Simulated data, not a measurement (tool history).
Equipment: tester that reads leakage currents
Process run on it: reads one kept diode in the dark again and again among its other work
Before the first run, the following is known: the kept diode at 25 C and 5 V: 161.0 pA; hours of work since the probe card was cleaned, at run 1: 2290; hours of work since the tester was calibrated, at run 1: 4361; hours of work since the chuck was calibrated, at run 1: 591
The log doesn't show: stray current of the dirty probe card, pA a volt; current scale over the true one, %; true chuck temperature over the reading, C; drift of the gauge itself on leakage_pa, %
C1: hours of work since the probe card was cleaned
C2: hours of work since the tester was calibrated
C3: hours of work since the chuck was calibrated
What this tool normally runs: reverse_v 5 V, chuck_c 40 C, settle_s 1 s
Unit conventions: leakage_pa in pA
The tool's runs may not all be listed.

{"run": 1, "hour": 0.0, "reverse_v": 5, "chuck_c": 40, "settle_s": 1, "C1": 2290, "C2": 4361, "C3": 591, "leakage_pa": 631.72}
{"run": 2, "hour": 101.3, "reverse_v": 5, "chuck_c": 40, "settle_s": 1, "C1": 2351, "C2": 4422, "C3": 652, "leakage_pa": 625.64}
{"run": 3, "hour": 221.0, "reverse_v": 5, "chuck_c": 40, "settle_s": 1, "C1": 2423, "C2": 4493, "C3": 724, "leakage_pa": 621.6}
{"run": 4, "hour": 427.7, "reverse_v": 5, "chuck_c": 40, "settle_s": 1, "C1": 2547, "C2": 4617, "C3": 848, "leakage_pa": 616.62}
{"hour": 631.5, "done": "probe card cleaned and baked"}
{"run": 5, "hour": 639.8, "reverse_v": 5, "chuck_c": 40, "settle_s": 0.48, "C1": 5, "C2": 4743, "C3": 973, "leakage_pa": 601.77}
{"run": 6, "hour": 760.2, "reverse_v": 5, "chuck_c": 40, "settle_s": 0.48, "C1": 77, "C2": 4815, "C3": 1046, "leakage_pa": 598.67}
{"run": 7, "hour": 967.5, "reverse_v": 5, "chuck_c": 40, "settle_s": 0.48, "C1": 201, "C2": 4939, "C3": 1170, "leakage_pa": 594.64}
{"run": 8, "hour": 1140.9, "reverse_v": 5, "chuck_c": 40, "settle_s": 1.04, "C1": 305, "C2": 5043, "C3": 1274, "leakage_pa": 584.69}
{"run": 9, "hour": 1298.9, "reverse_v": 5, "chuck_c": 56, "settle_s": 1.04, "C1": 400, "C2": 5138, "C3": 1369, "leakage_pa": 2252.02}
{"run": 10, "hour": 1389.3, "reverse_v": 5, "chuck_c": 40, "settle_s": 3, "C1": 454, "C2": 5192, "C3": 1423, "leakage_pa": 573.28}
{"run": 11, "hour": 1527.7, "reverse_v": 5, "chuck_c": 40, "settle_s": 3, "C1": 537, "C2": 5275, "C3": 1506, "leakage_pa": 567.39}
{"run": 12, "hour": 1627.6, "reverse_v": 5, "chuck_c": 40, "settle_s": 3, "C1": 597, "C2": 5335, "C3": 1566, "leakage_pa": 566.6}
{"run": 13, "hour": 1771.8, "reverse_v": 5, "chuck_c": 32, "settle_s": 1, "C1": 684, "C2": 5422, "C3": 1652, "leakage_pa": 268.71}
{"run": 14, "hour": 1924.7, "reverse_v": 5, "chuck_c": 40, "settle_s": 1, "C1": 775, "C2": 5513, "C3": 1744, "leakage_pa": 554.27}
{"run": 15, "hour": 2081.0, "reverse_v": 5, "chuck_c": 40, "settle_s": 1, "C1": 869, "C2": 5607, "C3": 1838, "leakage_pa": 548.55}
{"hour": 2234.5, "done": "chuck's temperature calibrated"}
{"run": 16, "hour": 2288.9, "reverse_v": 5, "chuck_c": 40, "settle_s": 1, "C1": 993, "C2": 5730, "C3": 33, "leakage_pa": 670.07}
{"run": 17, "hour": 2469.5, "reverse_v": 5, "chuck_c": 40, "settle_s": 1, "C1": 1101, "C2": 5839, "C3": 141, "leakage_pa": 659.02}
{"run": 18, "hour": 2643.5, "reverse_v": 5, "chuck_c": 40, "settle_s": 1, "C1": 1205, "C2": 5943, "C3": 245, "leakage_pa": 651.91}
{"hour": 2697.4, "done": "tester calibrated"}
{"run": 19, "hour": 2777.9, "reverse_v": 5, "chuck_c": 40, "settle_s": 1, "C1": 1285, "C2": 48, "C3": 325, "leakage_pa": 629.42}
{"run": 20, "hour": 2877.5, "reverse_v": 1.29, "chuck_c": 51, "settle_s": 1, "C1": 1344, "C2": 108, "C3": 384, "leakage_pa": 999.68}
{"run": 21, "hour": 3020.1, "reverse_v": 11.68, "chuck_c": 41, "settle_s": 9.1, "C1": 1430, "C2": 193, "C3": 470, "leakage_pa": 909.63}
{"run": 22, "hour": 3226.9, "reverse_v": 11.68, "chuck_c": 41, "settle_s": 9.1, "C1": 1554, "C2": 318, "C3": 594, "leakage_pa": 907.33}
{"run": 23, "hour": 3440.2, "reverse_v": 11.68, "chuck_c": 41, "settle_s": 9.1, "C1": 1682, "C2": 445, "C3": 722, "leakage_pa": 893.86}
{"run": 24, "hour": 3645.7, "reverse_v": 1.06, "chuck_c": 25, "settle_s": 1, "C1": 1805, "C2": 569, "C3": 845, "leakage_pa": 85.99}
{"run": 25, "hour": 3817.8, "reverse_v": 1.06, "chuck_c": 25, "settle_s": 1, "C1": 1908, "C2": 672, "C3": 948, "leakage_pa": 84.88}
{"run": 26, "hour": 4037.6, "reverse_v": 1.06, "chuck_c": 25, "settle_s": 1, "C1": 2040, "C2": 804, "C3": 1080, "leakage_pa": 83.28}
{"run": 27, "hour": 4260.4, "reverse_v": 1.06, "chuck_c": 25, "settle_s": 1, "C1": 2174, "C2": 937, "C3": 1214, "leakage_pa": 82.57}
{"run": 28, "hour": 4424.9, "reverse_v": 3.49, "chuck_c": 26, "settle_s": 2.25, "C1": 2272, "C2": 1036, "C3": 1312, "leakage_pa": 137.24}
{"run": 29, "hour": 4619.7, "reverse_v": 2.79, "chuck_c": 28, "settle_s": 2.5, "C1": 2389, "C2": 1153, "C3": 1429, "leakage_pa": 151.14}
{"run": 30, "hour": 4718.5, "reverse_v": 8.55, "chuck_c": 40, "settle_s": 0.42, "C1": 2448, "C2": 1212, "C3": 1488, "leakage_pa": 684.92}
{"run": 31, "hour": 4818.0, "reverse_v": 19.02, "chuck_c": 26, "settle_s": 5.97, "C1": 2508, "C2": 1272, "C3": 1548, "leakage_pa": 251.63}
{"run": 32, "hour": 4933.4, "reverse_v": 19.02, "chuck_c": 26, "settle_s": 5.97, "C1": 2577, "C2": 1341, "C3": 1617, "leakage_pa": 248.57}
{"hour": 5095.9, "done": "probe card cleaned and baked"}
{"run": 33, "hour": 5157.1, "reverse_v": 1.99, "chuck_c": 24, "settle_s": 0.6, "C1": 37, "C2": 1473, "C3": 1750, "leakage_pa": 87.19}
{"run": 34, "hour": 5305.9, "reverse_v": 1.99, "chuck_c": 24, "settle_s": 0.6, "C1": 126, "C2": 1562, "C3": 1839, "leakage_pa": 86.28}
{"hour": 5462.4, "done": "chuck's temperature calibrated"}
{"run": 35, "hour": 5523.0, "reverse_v": 1.99, "chuck_c": 24, "settle_s": 0.6, "C1": 255, "C2": 1691, "C3": 36, "leakage_pa": 108.66}
{"run": 36, "hour": 5707.9, "reverse_v": 9.52, "chuck_c": 47, "settle_s": 0.8, "C1": 366, "C2": 1802, "C3": 147, "leakage_pa": 1510.62}
{"run": 37, "hour": 5874.8, "reverse_v": 9.52, "chuck_c": 47, "settle_s": 0.8, "C1": 466, "C2": 1902, "C3": 247, "leakage_pa": 1491.09}
{"run": 38, "hour": 6090.2, "reverse_v": 2.98, "chuck_c": 40, "settle_s": 0.41, "C1": 595, "C2": 2032, "C3": 376, "leakage_pa": 535.28}

Below, some changes in leakage_pa between adjacent runs. For each, the amount present without the hidden state too (settings, incoming material, random variation) and the amount remaining for the hidden state with gauge scatter not shared by both compared results:
Run 8 -> 9: chuck_c 40 -> 56. leakage_pa +1667.33 pA: hidden state -191.44, all else +1858.77.
Run 9 -> 10: chuck_c 56 -> 40, settle_s 1.04 -> 3. leakage_pa -1678.74 pA: hidden state +182.14, all else -1860.88.
Run 15 -> 16: chuck's temperature calibrated. leakage_pa +121.52 pA: hidden state +117.46, all else +4.06.
Run 35 -> 36: reverse_v 1.99 -> 9.52, chuck_c 24 -> 47, settle_s 0.6 -> 0.8. leakage_pa +1401.96 pA: hidden state +1.18, all else +1400.78.
